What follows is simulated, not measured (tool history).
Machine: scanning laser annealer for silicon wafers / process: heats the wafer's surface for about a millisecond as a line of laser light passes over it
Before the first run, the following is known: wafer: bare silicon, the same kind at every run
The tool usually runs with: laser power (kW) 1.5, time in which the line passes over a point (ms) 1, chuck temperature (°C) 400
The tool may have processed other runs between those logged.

| run | hour | laser power (kW) | time in which the line passes over a point (ms) | chuck temperature (°C) | highest temperature of the surface (°C) |
|---|---|---|---|---|---|
| 1 | 0 | 1.5 | 1 | 400 | 1114 |
| 2 | 85.9 | 1.5 | 1 | 400 | 1109 |
|  | 111.3 | window over the wafer cleaned |
| 3 | 127.7 | 1.5 | 1 | 400 | 1094 |
| 4 | 178.1 | 1.5 | 1 | 400 | 1093 |
| 5 | 219.9 | 1.5 | 1 | 400 | 1088 |
| 6 | 286.3 | 1.5 | 1 | 400 | 1087 |
|  | 292.1 | window over the wafer cleaned, once more |
| 7 | 339.5 | 1.5 | 1 | 400 | 1130 |
| 8 | 377.3 | 1.5 | 0.74 | 400 | 1028 |
| 9 | 438.4 | 1.5 | 0.74 | 400 | 1024 |
| 10 | 478.5 | 1.381 | 0.74 | 400 | 960 |
| 11 | 541.9 | 1.381 | 0.74 | 400 | 957 |
| 12 | 630 | 1.381 | 0.74 | 400 | 955 |
|  | 688.7 | optics aligned, line set to its width |
| 13 | 706.4 | 1.381 | 0.74 | 400 | 964 |
| 14 | 749.3 | 1.5 | 1 | 436 | 1163 |
| 15 | 792 | 1.5 | 0.7 | 436 | 1039 |
| 16 | 830.9 | 1.456 | 1 | 400 | 1095 |
| 17 | 882 | 1.456 | 1 | 400 | 1092 |
| 18 | 929.2 | 1.488 | 1 | 400 | 1114 |
| 19 | 1005.1 | 1.554 | 1.2 | 380 | 1199 |
| 20 | 1073.1 | 1.491 | 1 | 423 | 1128 |
|  | 1082.4 | window over the wafer cleaned |
| 21 | 1117.9 | 1.472 | 1.02 | 430 | 1160 |
| 22 | 1201.6 | 1.377 | 0.77 | 437 | 1017 |
| 23 | 1247.4 | 1.377 | 0.77 | 437 | 1015 |
| 24 | 1308.9 | 1.377 | 0.77 | 437 | 1009 |
| 25 | 1351.8 | 1.377 | 0.77 | 437 | 1009 |
| 26 | 1415.1 | 1.6 | 1 | 408 | 1197 |
| 27 | 1463 | 1.5 | 0.74 | 396 | 1019 |
| 28 | 1503.5 | 1.529 | 0.98 | 393 | 1124 |
| 29 | 1577 | 1.529 | 0.98 | 393 | 1123 |
| 30 | 1613.4 | 1.479 | 1.1 | 398 | 1132 |
| 31 | 1674.2 | 1.508 | 0.81 | 394 | 1039 |
| 32 | 1731.2 | 1.41 | 0.72 | 398 | 957 |
| 33 | 1775.4 | 1.332 | 1 | 398 | 1008 |
| 34 | 1816.6 | 1.632 | 0.8 | 388 | 1093 |
|  | 1867.2 | window over the wafer cleaned |
| 35 | 1880.4 | 1.329 | 0.93 | 426 | 1032 |
|  | 1922.1 | optics aligned, line set to its width |
| 36 | 1969.2 | 1.634 | 0.93 | 371 | 1172 |

How would selected steps in highest temperature of the surface (°C) from run to run divide? Give the signed amount a tool lacking its hidden state would still show from settings, what came in and random variation, and the signed amount left for the hidden state, including any gauge scatter that is not in both of the compared results.
Unlogged tool condition in this case: light that passes the window, % of a clean one's; laser's true power over the reading, %; width of the line over the set one, %; drift of the gauge itself on peak_c, C.
Run 6 -> 7: window over the wafer cleaned, once more. highest temperature of the surface (°C) +43: hidden state +44, all else -1.
Run 13 -> 14: laser power (kW) 1.381 -> 1.5, time in which the line passes over a point (ms) 0.74 -> 1, chuck temperature (°C) 400 -> 436. highest temperature of the surface (°C) +199: hidden state -4, all else +203.
Run 20 -> 21: laser power (kW) 1.491 -> 1.472, time in which the line passes over a point (ms) 1 -> 1.02, chuck temperature (°C) 423 -> 430, window over the wafer cleaned. highest temperature of the surface (°C) +32: hidden state +28, all else +4.
Run 25 -> 26: laser power (kW) 1.377 -> 1.6, time in which the line passes over a point (ms) 0.77 -> 1, chuck temperature (°C) 437 -> 408. highest temperature of the surface (°C) +188: hidden state -6, all else +194.
Run 26 -> 27: laser power (kW) 1.6 -> 1.5, time in which the line passes over a point (ms) 1 -> 0.74, chuck temperature (°C) 408 -> 396. highest temperature of the surface (°C) -178: hidden state +1, all else -179.
Run 34 -> 35: laser power (kW) 1.632 -> 1.329, time in which the line passes over a point (ms) 0.8 -> 0.93, chuck temperature (°C) 388 -> 426, window over the wafer cleaned. highest temperature of the surface (°C) -61: hidden state +27, all else -88.

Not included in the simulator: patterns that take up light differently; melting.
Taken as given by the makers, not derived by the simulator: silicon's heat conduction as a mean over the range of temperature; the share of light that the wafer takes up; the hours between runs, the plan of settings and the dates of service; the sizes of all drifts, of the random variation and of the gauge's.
